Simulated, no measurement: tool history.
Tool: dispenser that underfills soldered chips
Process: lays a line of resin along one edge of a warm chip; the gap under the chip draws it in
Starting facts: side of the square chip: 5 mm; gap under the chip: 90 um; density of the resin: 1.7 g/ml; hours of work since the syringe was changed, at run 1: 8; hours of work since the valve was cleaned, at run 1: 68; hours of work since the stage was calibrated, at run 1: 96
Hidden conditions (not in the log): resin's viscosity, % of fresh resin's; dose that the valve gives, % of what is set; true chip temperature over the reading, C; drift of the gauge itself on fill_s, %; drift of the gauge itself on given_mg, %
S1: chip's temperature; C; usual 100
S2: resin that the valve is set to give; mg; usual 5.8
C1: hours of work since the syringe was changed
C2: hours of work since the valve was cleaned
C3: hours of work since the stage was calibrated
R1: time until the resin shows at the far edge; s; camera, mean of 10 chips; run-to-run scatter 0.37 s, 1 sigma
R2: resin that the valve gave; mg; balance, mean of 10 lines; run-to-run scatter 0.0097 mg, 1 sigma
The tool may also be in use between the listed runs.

run    day   S1    S2  C1   C2   C3    R1     R2
  1      0  100   5.8   8   68   96  34.1  5.664
     0.092  -- new syringe of resin
  2  0.162  100   5.8   1   70   98  24.1  5.659
  3  0.483  100   5.2   6   75  103  32.5  5.062
     0.671  -- new syringe of resin
  4  0.788   91   5.2   2   79  108  37.8  5.065
  5  1.021  100     6   5   83  111  29.5  5.822
     1.242  -- new syringe of resin
  6  1.338  100   5.8   1   88  116  23.8  5.624
  7  1.608  101   5.8   6   92  120    29  5.618
     1.833  -- new syringe of resin
  8  1.842  101   5.8   0   95  123  22.5  5.604
  9  1.996   93   5.8   3   97  126  35.3  5.591
 10  2.229  100  7.03   6  101  129  31.6  6.786
     2.417  -- new syringe of resin
 11  2.517  106   5.8   2  105  133  18.4  5.586
 12  2.667  106  5.19   4  107  136  22.8  5.001
     2.992  -- new syringe of resin
 13  2.996  106  5.19   0  112  141  18.9  4.991
 14  3.154  106  5.19   3  115  143  20.5  4.988
     3.467  -- dispensing valve cleaned and set on the balance
 15  3.471  106  5.19   7    0  147  25.4   5.19
     3.621  -- new syringe of resin
 16  3.696  106  5.19   1    3  150  19.3  5.187
 17  3.833  106  5.19   3    5  153  21.6  5.179
 18  4.096  100  6.05   7    9  157  33.8  6.052
     4.212  -- new syringe of resin
 19   4.35  102  5.36   2   13  160  24.4   5.36
 20  4.571  102  5.36   5   16  164  28.6  5.341
     4.792  -- new syringe of resin
 21  4.792  102  5.36   0   20  167  21.4  5.325
 22  5.029   92   5.8   4   23  170  39.6  5.762
 23  5.179  105  7.47   6   26  173  24.7  7.444
 24  5.321   91  6.05   8   28  175  51.6  6.005
     5.379  -- new syringe of resin
 25  5.638   91  7.15   4   32  180  41.2   7.09
 26  5.929  108  5.76   8   37  184    26  5.699
     5.962  -- new syringe of resin
 27  6.104  111  7.11   2   39  186  16.4  7.045
 28  6.325  111  7.11   6   43  190  19.9  7.038
 29  6.512  105  5.72   8   46  193  29.3  5.645
     6.546  -- new syringe of resin
 30  6.854  100   5.4   5   51  198    30   5.31
     7.133  -- new syringe of resin
 31  7.196  100   5.4   1   56  203  25.2  5.321
 32  7.396  100  6.84   4   59  206    28  6.722
 33  7.654  100  6.84   8   63  210  34.2  6.715
     7.708  -- new syringe of resin
 34  7.962  107   6.7   4   67  214  21.2  6.567
 35  8.133  107   6.7   6   70  217  24.6  6.564

Predict each of these 3 candidate next runs independently; none follows another, all start after run 35:
     8.296  -- new syringe of resin
  A  8.425  115   7.4   2  74  221   ?   ?
     8.296  -- new syringe of resin
  B  8.425  114  5.48   2  74  221   ?   ?
     8.296  -- new syringe of resin
  C  8.425   96   5.8   2  74  221   ?   ?

run    R1     R2
  A  13.9  7.247
  B    15  5.361
  C  30.5  5.684
Take away the tool's hidden state, keep each run's random variation, and the runs would have read:
run    R1     R2
  A  11.8  7.403
  B  12.6  5.476
  C  25.6  5.807
